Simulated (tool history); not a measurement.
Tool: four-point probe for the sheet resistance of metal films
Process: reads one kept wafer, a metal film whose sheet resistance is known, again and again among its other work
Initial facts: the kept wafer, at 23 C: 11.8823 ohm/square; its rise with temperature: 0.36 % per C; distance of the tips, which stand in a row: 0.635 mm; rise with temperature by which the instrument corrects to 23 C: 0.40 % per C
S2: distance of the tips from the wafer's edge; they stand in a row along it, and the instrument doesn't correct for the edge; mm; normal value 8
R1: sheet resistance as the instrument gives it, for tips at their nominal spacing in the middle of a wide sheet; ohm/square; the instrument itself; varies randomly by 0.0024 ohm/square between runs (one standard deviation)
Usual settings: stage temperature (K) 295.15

{"run": 1, "hour": 0.0, "stage temperature (K)": 295.15, "S2": 8, "R1": 11.877092}
{"run": 2, "hour": 14.4, "stage temperature (K)": 295.15, "S2": 8, "R1": 11.879615}
{"run": 3, "hour": 41.6, "stage temperature (K)": 295.15, "S2": 8, "R1": 11.877119}
{"run": 4, "hour": 68.5, "stage temperature (K)": 295.15, "S2": 8, "R1": 11.877699}
{"run": 5, "hour": 92.2, "stage temperature (K)": 295.15, "S2": 8, "R1": 11.870328}
{"run": 6, "hour": 109.4, "stage temperature (K)": 295.15, "S2": 8, "R1": 11.875614}
{"run": 7, "hour": 121.4, "stage temperature (K)": 295.15, "S2": 68, "R1": 11.835785}
{"run": 8, "hour": 133.0, "stage temperature (K)": 295.15, "S2": 68, "R1": 11.834993}
{"run": 9, "hour": 157.0, "stage temperature (K)": 295.15, "S2": 68, "R1": 11.831601}
{"run": 10, "hour": 171.6, "stage temperature (K)": 295.15, "S2": 68, "R1": 11.83044}
{"run": 11, "hour": 189.9, "stage temperature (K)": 300.15, "S2": 8, "R1": 11.847169}
{"run": 12, "hour": 203.3, "stage temperature (K)": 295.15, "S2": 9, "R1": 11.859851}
{"run": 13, "hour": 218.3, "stage temperature (K)": 295.15, "S2": 9, "R1": 11.861308}
{"run": 14, "hour": 231.6, "stage temperature (K)": 295.15, "S2": 9, "R1": 11.861546}
{"run": 15, "hour": 259.3, "stage temperature (K)": 295.15, "S2": 8, "R1": 11.868534}
{"run": 16, "hour": 284.2, "stage temperature (K)": 296.15, "S2": 21, "R1": 11.828187}
{"run": 17, "hour": 300.4, "stage temperature (K)": 296.15, "S2": 21, "R1": 11.829024}
{"run": 18, "hour": 322.9, "stage temperature (K)": 296.15, "S2": 21, "R1": 11.829634}
{"run": 19, "hour": 335.8, "stage temperature (K)": 296.15, "S2": 21, "R1": 11.826917}
{"run": 20, "hour": 361.2, "stage temperature (K)": 296.15, "S2": 21, "R1": 11.825994}
{"run": 21, "hour": 373.8, "stage temperature (K)": 296.15, "S2": 21, "R1": 11.829367}
{"run": 22, "hour": 394.8, "stage temperature (K)": 301.15, "S2": 22, "R1": 11.801745}
{"run": 23, "hour": 416.5, "stage temperature (K)": 298.15, "S2": 19, "R1": 11.818593}
{"run": 24, "hour": 444.6, "stage temperature (K)": 296.15, "S2": 21, "R1": 11.822158}
{"run": 25, "hour": 456.8, "stage temperature (K)": 301.15, "S2": 5, "R1": 11.896754}
{"run": 26, "hour": 477.1, "stage temperature (K)": 294.15, "S2": 28, "R1": 11.830008}
{"run": 27, "hour": 497.9, "stage temperature (K)": 297.15, "S2": 21, "R1": 11.817649}
{"run": 28, "hour": 520.7, "stage temperature (K)": 301.15, "S2": 61, "R1": 11.793678}
{"run": 29, "hour": 541.9, "stage temperature (K)": 306.15, "S2": 37, "R1": 11.764315}

Below, each run's measurement less what the same run would have read without the hidden state. Both values contain the same run-to-run variation, but the gauge's scatter may not be the same in both:
Hidden state present: inner tips' distance over the nominal, %; tips' flats over new ones', %; wafer's true temperature over the reading, C; drift of the gauge itself on sheet_ohm, %.
run=1 R1=-0.049047
run=2 R1=-0.049504
run=3 R1=-0.050408
run=4 R1=-0.051306
run=5 R1=-0.052078
run=6 R1=-0.052705
run=7 R1=-0.052932
run=8 R1=-0.053282
run=9 R1=-0.054116
run=10 R1=-0.054617
run=11 R1=-0.055232
run=12 R1=-0.055813
run=13 R1=-0.056338
run=14 R1=-0.056777
run=15 R1=-0.057821
run=16 R1=-0.058391
run=17 R1=-0.058895
run=18 R1=-0.059634
run=19 R1=-0.060097
run=20 R1=-0.060858
run=21 R1=-0.06135
run=22 R1=-0.061822
run=23 R1=-0.062688
run=24 R1=-0.063691
run=25 R1=-0.064321
run=26 R1=-0.064832
run=27 R1=-0.065349
run=28 R1=-0.065929
run=29 R1=-0.066362
